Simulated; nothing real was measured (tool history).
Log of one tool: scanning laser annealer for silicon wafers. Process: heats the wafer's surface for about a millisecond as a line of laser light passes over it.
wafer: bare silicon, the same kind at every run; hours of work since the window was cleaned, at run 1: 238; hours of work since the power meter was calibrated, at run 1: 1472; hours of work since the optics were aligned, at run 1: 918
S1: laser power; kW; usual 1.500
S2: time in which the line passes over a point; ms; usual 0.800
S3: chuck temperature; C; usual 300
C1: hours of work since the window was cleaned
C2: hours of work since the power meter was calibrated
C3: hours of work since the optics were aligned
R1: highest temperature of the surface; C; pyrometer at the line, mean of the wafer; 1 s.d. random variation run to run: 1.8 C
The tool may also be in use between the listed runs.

run 1 hour=0.0 | S1=1.500 S2=0.800 S3=300 | C1=238 C2=1472 C3=918 | R1=978
run 2 hour=32.1 | S1=1.500 S2=0.800 S3=300 | C1=262 C2=1496 C3=942 | R1=977
run 3 hour=69.1 | S1=1.500 S2=0.800 S3=268 | C1=290 C2=1524 C3=971 | R1=942
run 4 hour=102.3 | S1=1.500 S2=0.792 S3=268 | C1=316 C2=1549 C3=996 | R1=938
run 5 hour=137.5 | S1=1.454 S2=0.800 S3=300 | C1=342 C2=1576 C3=1023 | R1=950
run 6 hour=172.5 | S1=1.382 S2=0.787 S3=269 | C1=369 C2=1603 C3=1049 | R1=878
run 7 hour=210.8 | S1=1.382 S2=0.787 S3=269 | C1=398 C2=1632 C3=1078 | R1=874
-- hour=216.3 window over the wafer cleaned
run 8 hour=257.5 | S1=1.382 S2=0.787 S3=269 | C1=31 C2=1666 C3=1112 | R1=895
run 9 hour=292.5 | S1=1.323 S2=0.787 S3=266 | C1=58 C2=1693 C3=1139 | R1=861
run 10 hour=329.0 | S1=1.323 S2=0.787 S3=266 | C1=86 C2=1720 C3=1167 | R1=861

A few steps of R1 between consecutive runs. Split each: what settings, incoming material and random variation would produce without the hidden state, and what is left over for the hidden state, along with gauge scatter present in only one of the two compared results (measured, and without hidden state):
What the log doesn't record here: light that passes the window, % of a clean one's; laser's true power over the reading, %; width of the line over the set one, %; drift of the gauge itself on peak_c, C.
Run 5 -> 6: S1 1.454 -> 1.382, S2 0.800 -> 0.787, S3 300 -> 269. R1 -72 C: hidden state +1, all else -73.
Run 7 -> 8: window over the wafer cleaned. R1 +21 C: hidden state +24, all else -3.

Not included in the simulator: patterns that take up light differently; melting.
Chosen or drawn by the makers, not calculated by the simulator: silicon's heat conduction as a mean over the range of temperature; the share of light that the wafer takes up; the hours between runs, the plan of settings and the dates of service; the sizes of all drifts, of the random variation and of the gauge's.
